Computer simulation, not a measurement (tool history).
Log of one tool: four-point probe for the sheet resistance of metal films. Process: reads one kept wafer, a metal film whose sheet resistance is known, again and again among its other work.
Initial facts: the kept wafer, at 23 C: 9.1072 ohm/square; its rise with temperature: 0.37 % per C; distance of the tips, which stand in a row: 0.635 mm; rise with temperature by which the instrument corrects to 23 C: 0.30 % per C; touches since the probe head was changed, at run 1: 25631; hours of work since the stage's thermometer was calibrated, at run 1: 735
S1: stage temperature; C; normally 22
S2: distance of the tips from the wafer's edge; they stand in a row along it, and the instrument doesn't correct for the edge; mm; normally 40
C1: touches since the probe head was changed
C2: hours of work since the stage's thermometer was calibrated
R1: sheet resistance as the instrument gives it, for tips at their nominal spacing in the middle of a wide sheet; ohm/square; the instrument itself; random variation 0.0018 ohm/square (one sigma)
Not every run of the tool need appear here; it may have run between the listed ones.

run    hour  S1  S2     C1    C2        R1
  1     0.0  22  40  25631   735  9.095340
  2    38.9  22  40  26549   759  9.101933
  3    72.0  22  40  27332   780  9.099223
  4   107.9  22  40  28180   803  9.100152
  5   130.9  22  40  28722   818  9.097537
  6   173.8  22  40  29737   845  9.104617
  7   217.1  22  40  30758   873  9.098721
  8   238.8  22  40  31272   887  9.104264
  9   277.2  22   8  32177   911  9.130378
 10   299.4  22   8  32703   925  9.131627
 11   336.9  22  31  33589   949  9.106527
 12   378.8  30  40  34578   976  9.150271
 13   421.3  22  44  35581  1003  9.103951
 14   457.3  22  44  36432  1026  9.104310
 15   501.6  22  44  37479  1054  9.103686
 16   521.4  22  44  37945  1066  9.102941
 17   565.5  22  44  38986  1095  9.104941
 18   597.2  29  40  39736  1115  9.146343
 19   623.3  22  13  40352  1131  9.116376
 20   666.2  19   4  41365  1159  9.207961
 21   704.5  31  11  42270  1183  9.178939
 22   740.4  21  11  43117  1206  9.114276
 23   771.5  21  11  43852  1226  9.111652
 24   816.6  23  30  44917  1254  9.115393
 25   848.3  23  30  45667  1275  9.115213
 26   893.0  23  30  46723  1303  9.114360
 27   926.7  23  30  47519  1324  9.116736
 28   970.7  33  65  48558  1352  9.175201
 29  1006.9  19   4  49413  1375  9.214373
 30  1035.2  19   7  50081  1394  9.131065
 31  1079.0  21   5  51115  1421  9.180248

Pick out some run-to-run changes in R1. Of each, how much would a tool without hidden state show as well, from the settings, what came in and chance, and how much is left for the hidden state and any gauge scatter not in both results compared?
Hidden state at play: inner tips' distance over the nominal, %; tips' flats over new ones', %; wafer's true temperature over the reading, C; drift of the gauge itself on sheet_ohm, %.
Run 12 -> 13: S1 30 -> 22, S2 40 -> 44. R1 -0.046320 ohm/square: hidden state +0.000691, all else -0.047011.
Run 19 -> 20: S1 22 -> 19, S2 13 -> 4. R1 +0.091585 ohm/square: hidden state +0.000650, all else +0.090935.
Run 21 -> 22: S1 31 -> 21. R1 -0.064663 ohm/square: hidden state +0.000697, all else -0.065360.
Run 28 -> 29: S1 33 -> 19, S2 65 -> 4. R1 +0.039172 ohm/square: hidden state +0.000921, all else +0.038251.
Run 29 -> 30: S2 4 -> 7. R1 -0.083308 ohm/square: hidden state +0.000272, all else -0.083580.
